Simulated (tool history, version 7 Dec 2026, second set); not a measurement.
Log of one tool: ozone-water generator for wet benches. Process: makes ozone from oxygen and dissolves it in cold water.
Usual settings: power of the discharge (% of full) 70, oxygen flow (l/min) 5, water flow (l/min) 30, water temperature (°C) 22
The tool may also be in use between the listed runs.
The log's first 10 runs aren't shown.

run	day	power of the discharge (% of full)	oxygen flow (l/min)	water flow (l/min)	water temperature (°C)	dissolved ozone (ppm)	ozone in the gas ahead of the water (g/m3)
11	30.883	70	5	30	22	9.8	134.2
12	33.783	70	5	30	22	9.8	136.3
13	37.121	70	5	30	22	9.9	134.2
14	39.879	70	5	30	22	9.9	135.2
15	41.779	70	5	30	22	9.9	135.8
16	45.4	70	5	26	22	11.2	134.6
17	48.538	70	2.98	30	22	8.5	164.5
# day 48.896: water thermometer calibrated
18	51.954	66	5	30	22	9.1	128
19	53.829	48	3.09	30	17	6.3	119.8
20	55.962	52	5	30	22	7.6	104.7
21	58.554	52	5	30	22	7.6	104.5
22	62.017	45	4.01	33	28	5.3	102.1
# day 64.192: water thermometer calibrated, once more
23	65.342	45	4.01	33	28	5.3	101.5
24	68.892	45	4.01	33	28	5.2	99.5
25	71.158	96	5.98	30	15	13.9	160.4
26	73.3	70	5	35	22	8.2	132
27	75.654	70	3.29	44	22	5.5	156.1
28	79.654	70	7.22	44	22	6.8	114.8
29	83.133	70	7.22	19	22	14.8	114.9
30	85.362	70	3.37	24	25	10	152.3
31	87.825	75	3.31	30	15	9.5	163.7
32	90.825	75	3.31	30	15	9.4	164.2

5 ways to go on from here, each from the tool as it stands after run 32. What would each give?
A	93.088	92	2.52	31	15	?	?
B	93.088	41	3.31	30	22	?	?
C	93.088	75	7.66	30	22	?	?
D	93.088	70	7.32	30	22	?	?
E	93.088	70	7.95	35	18	?	?

run	dissolved ozone (ppm)	ozone in the gas ahead of the water (g/m3)
A	9.5	210.6
B	5.4	99.9
C	10.6	117.9
D	10.1	113.5
E	9.3	108.9
Without the tool's hidden state the same runs would have given:
run	dissolved ozone (ppm)	ozone in the gas ahead of the water (g/m3)
A	11.5	246.4
B	6	107.1
C	12.5	135
D	11.9	128.9
E	10.9	123.7
